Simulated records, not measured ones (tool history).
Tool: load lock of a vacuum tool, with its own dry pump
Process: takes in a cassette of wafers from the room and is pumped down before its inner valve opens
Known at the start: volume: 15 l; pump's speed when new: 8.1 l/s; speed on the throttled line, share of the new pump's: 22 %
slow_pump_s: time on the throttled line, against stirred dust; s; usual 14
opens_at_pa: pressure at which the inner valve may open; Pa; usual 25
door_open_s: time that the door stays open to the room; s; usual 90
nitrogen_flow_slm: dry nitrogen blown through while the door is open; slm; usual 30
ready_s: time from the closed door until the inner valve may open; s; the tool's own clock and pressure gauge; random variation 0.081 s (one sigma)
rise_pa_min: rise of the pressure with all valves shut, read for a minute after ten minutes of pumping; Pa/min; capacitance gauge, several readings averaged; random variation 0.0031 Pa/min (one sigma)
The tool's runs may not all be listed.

run,hour,slow_pump_s,opens_at_pa,door_open_s,nitrogen_flow_slm,"incoming humidity of the room's air, %",ready_s,rise_pa_min
1,0,14,25,90,30,43.4,26.79,0.11
2,615.9,14,24,90,30,46.9,26.74,0.125
3,1222.5,14,24,90,11,43,26.87,0.157
4,1932.1,14,25,90,30,44.9,26.89,0.127
5,2673.8,17,25,90,30,46.8,29.24,0.142
6,3202.6,14,25,90,30,47.8,26.76,0.153
7,3926.4,14,25,90,30,44.1,27.05,0.16
8,4543.3,12,33,90,15,46.3,24.93,0.187
9,5115.8,11,29,90,9,46.7,24.43,0.224
10,5451.8,11,25,99,30,44.6,24.53,0.189
11,5827.9,9,38,32,34,43.6,22.43,0.158
12,6280.6,9,38,32,34,43.1,22.5,0.157
13,6647.2,9,38,32,31,41.8,22.42,0.171
14,6983.8,21,25,30,40,43.3,32.43,0.171

5 ways to go on from here, each from the tool as it stands after run 14. What would each give?
A,7689.7,21,21,30,11,43.5,?,?
B,7689.7,14,37,90,30,46.7,?,?
C,7689.7,8,20,113,30,45.9,?,?
D,7689.7,13,22,90,18,47.1,?,?
E,7689.7,10,25,90,30,47,?,?

run,ready_s,rise_pa_min
A,32.7,0.208
B,26.16,0.228
C,22.95,0.24
D,26.49,0.25
E,24.06,0.234
Without the tool's hidden state the same runs would have given:
run,ready_s,rise_pa_min
A,32.07,0.056
B,25.49,0.08
C,22.14,0.09
D,25.76,0.102
E,23.31,0.084

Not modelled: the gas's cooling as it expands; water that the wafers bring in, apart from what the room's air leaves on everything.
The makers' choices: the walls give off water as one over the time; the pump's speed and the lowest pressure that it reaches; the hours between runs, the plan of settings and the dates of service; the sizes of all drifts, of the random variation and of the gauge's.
